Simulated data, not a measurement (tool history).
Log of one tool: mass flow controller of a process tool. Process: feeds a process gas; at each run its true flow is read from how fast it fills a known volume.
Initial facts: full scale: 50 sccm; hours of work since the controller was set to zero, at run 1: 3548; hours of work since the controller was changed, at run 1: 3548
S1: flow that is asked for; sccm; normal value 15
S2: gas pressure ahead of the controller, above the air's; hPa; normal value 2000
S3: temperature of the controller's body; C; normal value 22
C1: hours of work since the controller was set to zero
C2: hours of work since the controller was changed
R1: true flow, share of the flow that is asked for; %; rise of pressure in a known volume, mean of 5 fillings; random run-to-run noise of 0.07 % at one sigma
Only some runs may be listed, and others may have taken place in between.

| run | hour | S1 | S2 | S3 | C1 | C2 | R1 |
|---|---|---|---|---|---|---|---|
| 1 | 0.0 | 15 | 2000 | 22 | 3548 | 3548 | 99.30 |
| 2 | 260.3 | 15 | 2000 | 22 | 3643 | 3643 | 99.02 |
| 3 | 448.5 | 15 | 2000 | 22 | 3712 | 3712 | 99.03 |
| 4 | 593.4 | 13 | 2000 | 22 | 3765 | 3765 | 98.95 |
| 5 | 773.4 | 13 | 2000 | 22 | 3831 | 3831 | 99.01 |
| 6 | 945.3 | 15 | 2000 | 22 | 3894 | 3894 | 99.01 |
| 7 | 1295.5 | 15 | 2000 | 22 | 4022 | 4022 | 98.85 |
| 8 | 1472.3 | 15 | 2000 | 31 | 4087 | 4087 | 98.55 |
| 9 | 1616.4 | 15 | 2000 | 24 | 4139 | 4139 | 98.74 |
| 10 | 1814.3 | 15 | 2000 | 24 | 4212 | 4212 | 98.83 |
| 11 | 2084.3 | 15 | 2000 | 24 | 4311 | 4311 | 98.90 |
| 12 | 2254.9 | 15 | 2000 | 22 | 4373 | 4373 | 98.89 |
| 13 | 2601.9 | 15 | 2000 | 22 | 4500 | 4500 | 98.80 |
| 14 | 2907.0 | 15 | 2000 | 22 | 4612 | 4612 | 98.95 |
| 15 | 3242.7 | 15 | 1980 | 22 | 4735 | 4735 | 98.75 |
| 16 | 3541.7 | 8 | 1980 | 22 | 4844 | 4844 | 98.43 |
| 17 | 3863.3 | 15 | 2710 | 22 | 4962 | 4962 | 98.72 |
| 18 | 4145.4 | 15 | 2000 | 30 | 5065 | 5065 | 98.35 |
| 19 | 4392.0 | 15 | 1500 | 22 | 5155 | 5155 | 98.58 |
| 20 | 4564.2 | 15 | 1500 | 22 | 5218 | 5218 | 98.53 |
| 21 | 4816.6 | 15 | 1500 | 22 | 5311 | 5311 | 98.48 |
| 22 | 5101.8 | 15 | 2000 | 27 | 5415 | 5415 | 98.39 |
| 23 | 5404.4 | 15 | 2000 | 22 | 5526 | 5526 | 98.57 |
| 24 | 5590.2 | 8 | 2000 | 22 | 5594 | 5594 | 98.24 |
| 25 | 5923.3 | 49 | 1880 | 22 | 5716 | 5716 | 99.48 |
|  | 5982.3 | gauge calibrated |
| 26 | 6080.5 | 49 | 1880 | 22 | 5773 | 5773 | 100.07 |
| 27 | 6282.5 | 20 | 1650 | 25 | 5847 | 5847 | 99.02 |
| 28 | 6624.9 | 37 | 2700 | 22 | 5973 | 5973 | 99.64 |
|  | 6707.3 | controller's zero set anew |
| 29 | 6962.4 | 37 | 1840 | 22 | 93 | 6096 | 99.74 |
| 30 | 7196.1 | 37 | 1840 | 22 | 179 | 6181 | 99.51 |
| 31 | 7464.1 | 10 | 1880 | 31 | 277 | 6280 | 98.51 |
| 32 | 7794.1 | 10 | 1880 | 31 | 398 | 6400 | 98.57 |
| 33 | 8048.5 | 15 | 1780 | 22 | 491 | 6493 | 98.79 |
| 34 | 8347.1 | 35 | 1610 | 20 | 600 | 6603 | 99.42 |
| 35 | 8677.4 | 10 | 2660 | 38 | 721 | 6724 | 98.14 |
| 36 | 8978.9 | 15 | 1880 | 31 | 831 | 6834 | 98.39 |
| 37 | 9176.0 | 7 | 2720 | 37 | 904 | 6906 | 98.00 |
| 38 | 9428.0 | 7 | 2720 | 37 | 996 | 6998 | 97.99 |
| 39 | 9761.3 | 9 | 2000 | 21 | 1118 | 7120 | 98.62 |
| 40 | 10093.3 | 39 | 1960 | 23 | 1239 | 7242 | 99.31 |
| 41 | 10387.1 | 39 | 1960 | 23 | 1347 | 7349 | 99.22 |
| 42 | 10589.5 | 39 | 1960 | 23 | 1421 | 7424 | 99.36 |
| 43 | 10839.7 | 39 | 1960 | 23 | 1513 | 7515 | 99.21 |
| 44 | 11158.4 | 16 | 1650 | 22 | 1629 | 7632 | 98.48 |
| 45 | 11466.3 | 16 | 1650 | 22 | 1742 | 7744 | 98.37 |
| 46 | 11706.2 | 23 | 1890 | 20 | 1830 | 7832 | 98.76 |
| 47 | 11892.7 | 23 | 1890 | 20 | 1898 | 7901 | 98.72 |
| 48 | 12044.4 | 17 | 2260 | 20 | 1953 | 7956 | 98.53 |

Below are 3 alternative next runs, each starting from the tool's condition after run 48. Predict each:
| A | 12368.2 | 8 | 2720 | 36 | 2072 | 8075 | ? |
| B | 12368.2 | 28 | 2340 | 30 | 2072 | 8075 | ? |
| C | 12368.2 | 36 | 2270 | 30 | 2072 | 8075 | ? |

| run | R1 |
|---|---|
| A | 97.65 |
| B | 98.49 |
| C | 98.71 |
With no hidden state in the tool, these same runs would have given:
| run | R1 |
|---|---|
| A | 98.37 |
| B | 99.21 |
| C | 99.42 |
